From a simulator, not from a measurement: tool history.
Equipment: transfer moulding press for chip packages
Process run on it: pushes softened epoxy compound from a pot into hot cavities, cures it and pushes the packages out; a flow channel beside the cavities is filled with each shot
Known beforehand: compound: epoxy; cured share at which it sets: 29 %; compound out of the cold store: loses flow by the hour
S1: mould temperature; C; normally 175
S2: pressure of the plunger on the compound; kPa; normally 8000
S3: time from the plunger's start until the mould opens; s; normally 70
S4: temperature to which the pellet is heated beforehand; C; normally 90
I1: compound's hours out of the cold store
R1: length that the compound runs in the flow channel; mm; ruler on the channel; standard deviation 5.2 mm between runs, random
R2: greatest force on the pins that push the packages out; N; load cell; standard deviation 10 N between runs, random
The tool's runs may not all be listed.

Run 1, hour 0.0: usual settings; I1 17.8. Result: R1 541 mm, R2 509 N.
Run 2, hour 42.6: usual settings but S2 6110 kPa; I1 38.2. Result: R1 442 mm, R2 627 N.
At hour 76.9: cavities cleaned with cleaning compound and waxed.
Run 3, hour 76.9: usual settings but S2 6110 kPa; I1 28.8. Result: R1 446 mm, R2 437 N.
At hour 81.7: plunger's sealing rings changed.
Run 4, hour 105.9: usual settings but S4 85 C; I1 47.6. Result: R1 497 mm, R2 528 N.
Run 5, hour 129.0: usual settings but S4 85 C; I1 20.4. Result: R1 558 mm, R2 627 N.
At hour 170.4: cavities cleaned with cleaning compound and waxed.
Run 6, hour 177.7: usual settings but S4 85 C; I1 28.6. Result: R1 531 mm, R2 483 N.
Run 7, hour 200.7: usual settings; I1 20.6. Result: R1 551 mm, R2 538 N.
Run 8, hour 227.1: usual settings; I1 13.8. Result: R1 561 mm, R2 649 N.
At hour 261.1: cavities cleaned with cleaning compound and waxed.
Run 9, hour 262.7: usual settings but S1 179 C, S2 6710 kPa, S3 67 s, S4 81 C; I1 33.2. Result: R1 483 mm, R2 441 N.
Run 10, hour 308.8: usual settings but S1 183 C, S2 7040 kPa, S3 67 s, S4 81 C; I1 24.2. Result: R1 487 mm, R2 536 N.
At hour 350.3: cavities cleaned with cleaning compound and waxed.
Run 11, hour 353.2: usual settings but S1 181 C, S2 8060 kPa, S3 75 s, S4 82 C; I1 9.6. Result: R1 548 mm, R2 425 N.
Run 12, hour 384.3: usual settings but S1 181 C, S2 8060 kPa, S3 75 s, S4 82 C; I1 20.1. Result: R1 525 mm, R2 497 N.
Run 13, hour 424.8: usual settings but S1 178 C, S2 8940 kPa, S3 50 s, S4 95 C; I1 44.0. Result: R1 521 mm, R2 915 N.
At hour 442.5: cavities cleaned with cleaning compound and waxed.
Run 14, hour 475.5: usual settings but S1 178 C, S2 8940 kPa, S3 50 s, S4 95 C; I1 35.2. Result: R1 518 mm, R2 783 N.

Each row is a separate what-if for the run after 14, all from the same tool condition, not one after another. Results?
Run A, hour 514.7: usual settings but S2 6400 kPa, S3 73 s; I1 46.8. Result: R1 ?, R2 ?.
Run B, hour 514.7: usual settings but S1 173 C, S3 52 s, S4 85 C; I1 23.1. Result: R1 ?, R2 ?.
Run C, hour 514.7: usual settings but S1 179 C, S2 8940 kPa, S3 53 s, S4 95 C; I1 15.6. Result: R1 ?, R2 ?.
Run D, hour 514.7: usual settings but S2 7880 kPa, S3 91 s, S4 88 C; I1 23.2. Result: R1 ?, R2 ?.
Run E, hour 514.7: usual settings but S1 178 C, S2 8940 kPa, S3 50 s, S4 89 C; I1 10.6. Result: R1 ?, R2 ?.

run   R1    R2
  A  430   630
  B  522  1270
  C  562   808
  D  513   588
  E  571  1009
With no hidden state in the tool, these same runs would have given:
run   R1   R2
  A  457  433
  B  555  911
  C  597  572
  D  545  398
  E  607  723
